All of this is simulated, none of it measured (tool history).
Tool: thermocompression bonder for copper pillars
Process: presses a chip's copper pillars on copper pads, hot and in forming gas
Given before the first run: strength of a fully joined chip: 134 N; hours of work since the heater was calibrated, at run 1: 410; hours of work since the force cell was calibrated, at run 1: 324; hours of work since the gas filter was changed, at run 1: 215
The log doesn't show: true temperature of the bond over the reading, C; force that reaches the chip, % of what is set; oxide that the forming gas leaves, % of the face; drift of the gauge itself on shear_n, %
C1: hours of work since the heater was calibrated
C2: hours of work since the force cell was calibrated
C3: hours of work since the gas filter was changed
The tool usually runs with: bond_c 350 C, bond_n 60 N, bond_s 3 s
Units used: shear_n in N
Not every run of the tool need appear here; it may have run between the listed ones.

Run 1, hour 0.0: usual settings; C1 410; C2 324; C3 215. Result: shear_n 58.5 N.
At hour 12.2: forming gas filter changed.
Run 2, hour 20.7: usual settings; C1 421; C2 335; C3 5. Result: shear_n 65.1 N.
Run 3, hour 41.1: usual settings; C1 432; C2 346; C3 16. Result: shear_n 64.6 N.
Run 4, hour 56.5: usual settings but bond_c 353 C; C1 440; C2 354; C3 24. Result: shear_n 66.3 N.
Run 5, hour 69.6: usual settings but bond_c 353 C; C1 447; C2 361; C3 31. Result: shear_n 65.2 N.
Run 6, hour 85.9: usual settings; C1 456; C2 370; C3 40. Result: shear_n 64.2 N.
Run 7, hour 99.1: usual settings but bond_c 362 C; C1 463; C2 377; C3 47. Result: shear_n 70.8 N.
Run 8, hour 116.6: usual settings; C1 473; C2 386; C3 56. Result: shear_n 62.8 N.
Run 9, hour 139.4: usual settings; C1 485; C2 399; C3 69. Result: shear_n 62.7 N.
Run 10, hour 162.2: usual settings but bond_s 4 s; C1 497; C2 411; C3 81. Result: shear_n 68.6 N.
Run 11, hour 185.8: usual settings but bond_s 4 s; C1 510; C2 424; C3 94. Result: shear_n 68.1 N.
Run 12, hour 200.0: usual settings but bond_s 4 s; C1 518; C2 431; C3 101. Result: shear_n 67.4 N.
Run 13, hour 212.8: usual settings; C1 524; C2 438; C3 108. Result: shear_n 61.3 N.
Run 14, hour 241.4: usual settings but bond_c 341 C; C1 540; C2 454; C3 124. Result: shear_n 54.7 N.
Run 15, hour 263.8: usual settings but bond_c 341 C; C1 552; C2 466; C3 136. Result: shear_n 55.2 N.
Run 16, hour 277.3: usual settings but bond_c 341 C; C1 559; C2 473; C3 143. Result: shear_n 55.5 N.
Run 17, hour 298.9: usual settings but bond_c 341 C; C1 571; C2 485; C3 155. Result: shear_n 54.8 N.
Run 18, hour 319.0: usual settings but bond_c 358 C; C1 582; C2 496; C3 166. Result: shear_n 64.8 N.
Run 19, hour 335.0: usual settings; C1 590; C2 504; C3 174. Result: shear_n 59.0 N.
Run 20, hour 362.5: usual settings but bond_c 372 C; C1 605; C2 519; C3 189. Result: shear_n 72.6 N.
Run 21, hour 381.5: usual settings but bond_c 372 C; C1 615; C2 529; C3 199. Result: shear_n 71.9 N.
Run 22, hour 401.1: usual settings but bond_c 379 C, bond_n 82 N, bond_s 6 s; C1 626; C2 540; C3 210. Result: shear_n 98.6 N.
Run 23, hour 421.1: usual settings but bond_c 379 C, bond_n 82 N, bond_s 6 s; C1 637; C2 551; C3 221. Result: shear_n 97.4 N.
At hour 423.4: forming gas filter changed.
Run 24, hour 443.3: usual settings but bond_c 322 C, bond_n 49 N, bond_s 4 s; C1 649; C2 562; C3 11. Result: shear_n 48.3 N.
Run 25, hour 462.8: usual settings but bond_c 376 C, bond_n 43 N, bond_s 4 s; C1 659; C2 573; C3 21. Result: shear_n 78.2 N.
Run 26, hour 490.2: usual settings but bond_c 363 C, bond_n 58 N, bond_s 4 s; C1 674; C2 588; C3 36. Result: shear_n 79.6 N.
Run 27, hour 506.9: usual settings but bond_c 363 C, bond_n 58 N, bond_s 4 s; C1 683; C2 597; C3 45. Result: shear_n 79.0 N.
Run 28, hour 533.6: usual settings but bond_c 334 C, bond_n 40 N, bond_s 4 s; C1 697; C2 611; C3 59. Result: shear_n 46.9 N.
Run 29, hour 546.0: usual settings but bond_c 352 C, bond_n 53 N; C1 704; C2 618; C3 66. Result: shear_n 60.3 N.
Run 30, hour 566.0: usual settings but bond_c 345 C, bond_n 69 N, bond_s 4 s; C1 715; C2 629; C3 77. Result: shear_n 70.4 N.
Run 31, hour 578.9: usual settings but bond_c 345 C, bond_n 69 N, bond_s 4 s; C1 722; C2 636; C3 84. Result: shear_n 70.6 N.
Run 32, hour 598.1: usual settings but bond_c 345 C, bond_n 79 N, bond_s 7 s; C1 732; C2 646; C3 94. Result: shear_n 87.8 N.
Run 33, hour 612.1: usual settings but bond_c 370 C, bond_s 2 s; C1 740; C2 654; C3 102. Result: shear_n 65.6 N.
Run 34, hour 631.1: usual settings but bond_c 370 C, bond_n 74 N, bond_s 2 s; C1 750; C2 664; C3 112. Result: shear_n 72.3 N.
Run 35, hour 643.4: usual settings but bond_c 370 C, bond_n 74 N, bond_s 2 s; C1 757; C2 670; C3 119. Result: shear_n 72.0 N.
Run 36, hour 670.2: usual settings but bond_n 64 N, bond_s 4 s; C1 771; C2 685; C3 133. Result: shear_n 69.3 N.
Run 37, hour 691.0: usual settings but bond_n 64 N, bond_s 4 s; C1 782; C2 696; C3 144. Result: shear_n 68.5 N.
Run 38, hour 708.8: usual settings but bond_c 362 C, bond_n 83 N, bond_s 4 s; C1 792; C2 706; C3 154. Result: shear_n 84.1 N.
Run 39, hour 733.5: usual settings but bond_c 362 C, bond_n 83 N, bond_s 4 s; C1 805; C2 719; C3 167. Result: shear_n 83.2 N.

5 ways to go on from here, each from the tool as it stands after run 39. What would each give?
Run A, hour 754.3: usual settings but bond_c 362 C, bond_n 41 N, bond_s 4 s; C1 816; C2 730; C3 179. Result: shear_n ?.
Run B, hour 754.3: usual settings but bond_c 363 C, bond_n 83 N, bond_s 4 s; C1 816; C2 730; C3 179. Result: shear_n ?.
Run C, hour 754.3: usual settings but bond_c 372 C, bond_n 59 N, bond_s 6 s; C1 816; C2 730; C3 179. Result: shear_n ?.
Run D, hour 754.3: usual settings but bond_c 379 C, bond_n 68 N, bond_s 4 s; C1 816; C2 730; C3 179. Result: shear_n ?.
Run E, hour 754.3: usual settings but bond_c 344 C, bond_n 55 N, bond_s 2 s; C1 816; C2 730; C3 179. Result: shear_n ?.

run  shear_n
  A     61.3
  B     84.1
  C     88.1
  D     87.3
  E     46.0
Take away the tool's hidden state, keep each run's random variation, and the runs would have read:
run  shear_n
  A     65.7
  B     90.7
  C     95.4
  D     94.6
  E     48.9
